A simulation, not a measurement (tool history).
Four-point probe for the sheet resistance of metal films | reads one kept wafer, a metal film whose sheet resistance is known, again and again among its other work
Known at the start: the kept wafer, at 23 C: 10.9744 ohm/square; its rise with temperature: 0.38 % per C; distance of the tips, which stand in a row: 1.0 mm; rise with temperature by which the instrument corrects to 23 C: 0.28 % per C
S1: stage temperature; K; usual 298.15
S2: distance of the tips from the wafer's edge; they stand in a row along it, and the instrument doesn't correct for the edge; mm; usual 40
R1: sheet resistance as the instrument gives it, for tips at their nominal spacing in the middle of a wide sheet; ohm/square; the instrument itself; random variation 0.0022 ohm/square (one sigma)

run   hour      S1  S2         R1
  1    0.0  298.15  40  11.001211
  2   17.7  298.15  40  10.999876
  3   32.5  298.15  40  11.002036
  4   46.6  298.15  40  11.001227
  5   70.9  295.15  40  10.965993
  6   89.9  298.15  60  11.000912
  7  114.4  298.15  60  10.997871
  8  127.5  298.15  40  10.999751
  9  150.2  298.15  40  10.996761
 10  165.4  298.15  40  11.000624
 11  180.0  298.15  40  10.997511
 12  204.3  298.15  40  11.002954
 13  225.3  298.15  40  10.995985
 14  249.6  298.15  40  11.002644
 15  267.0  305.15  40  11.077781
 16  290.3  296.15  40  10.979417
 17  306.5  301.15  40  11.029592
 18  325.1  301.15  40  11.034677
 19  347.4  303.15  40  11.052070
 20  367.4  307.15  40  11.092844
 21  379.7  307.15  40  11.094731
 22  392.3  307.15  40  11.090925
 23  416.8  300.15  17  11.036585
 24  436.6  296.15   5  11.204211
 25  460.3  301.15  40  11.033946
 26  477.9  301.15  15  11.053877
 27  492.7  293.15   3  11.554973
 28  516.5  297.15   6  11.144502
 29  527.5  298.15  41  11.003767
 30  550.3  299.15   8  11.100362
 31  562.5  299.15   8  11.099803
 32  583.8  300.15   8  11.113990
 33  595.7  299.15  37  11.010930
 34  609.9  299.15  37  11.012925
 35  625.6  307.15   9  11.166016
 36  638.3  296.15   5  11.206931
 37  663.0  302.15   4  11.394251
 38  682.2  302.15   4  11.396897
 39  695.7  297.15  12  11.025820
 40  713.5  301.15   7  11.150914
 41  734.1  301.15   7  11.143096
 42  748.2  301.15   7  11.147291
 43  763.8  291.15   6  11.080546
 44  788.0  291.15   6  11.078869

Forecast each of these 3 alternatives for the next run:
  A  811.0  292.15  32   ?
  B  811.0  303.15  25   ?
  C  811.0  294.15  15   ?

run         R1
  A  10.936975
  B  11.060272
  C  10.976723
Without the tool's hidden state the same runs would have given:
run         R1
  A  10.937377
  B  11.060681
  C  10.977128
